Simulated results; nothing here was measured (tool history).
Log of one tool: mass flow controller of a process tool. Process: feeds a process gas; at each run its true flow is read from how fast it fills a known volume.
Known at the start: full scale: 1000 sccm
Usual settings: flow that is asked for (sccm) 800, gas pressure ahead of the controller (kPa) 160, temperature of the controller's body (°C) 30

run,hour,flow that is asked for (sccm),gas pressure ahead of the controller (kPa),temperature of the controller's body (°C),true flow (%)
1,0.0,800,160,30,100.02
2,67.3,800,160,30,99.95
3,122.1,486,160,30,99.68
4,189.8,486,160,30,99.74
5,267.0,486,160,30,99.61
6,324.3,486,160,30,99.61
7,394.0,800,160,30,99.85
8,434.5,800,160,30,100.07
9,489.9,800,160,30,99.99
10,570.4,800,160,30,99.98
11,648.4,800,160,30,99.91
12,725.5,800,160,30,99.99
13,791.3,800,160,30,99.92
14,837.3,407,160,30,99.53
15,883.9,800,151,30,99.89
16,939.5,116,160,30,99.58
17,983.4,116,160,30,99.67
18,1050.8,800,160,24,99.51
19,1125.2,800,160,24,99.53
20,1161.9,800,206,24,99.30
21,1227.1,800,206,24,99.40
22,1293.7,800,160,30,99.73
23,1355.3,800,160,30,99.72
# hour 1362.5: controller's zero set anew
24,1403.6,800,160,30,99.94
25,1447.9,800,275,30,99.55
26,1485.0,657,197,37,99.95
# hour 1558.1: controller's zero set anew, once more
27,1559.2,657,223,37,99.86
28,1635.9,570,151,30,99.48
29,1691.5,570,151,30,99.55
30,1761.6,800,160,34,99.96
31,1844.2,166,236,27,98.59

Forecast run 32:
32,1903.3,166,236,27,?

true flow (%): 98.69
Without the tool's hidden state the same run would have given true flow (%) 99.00.
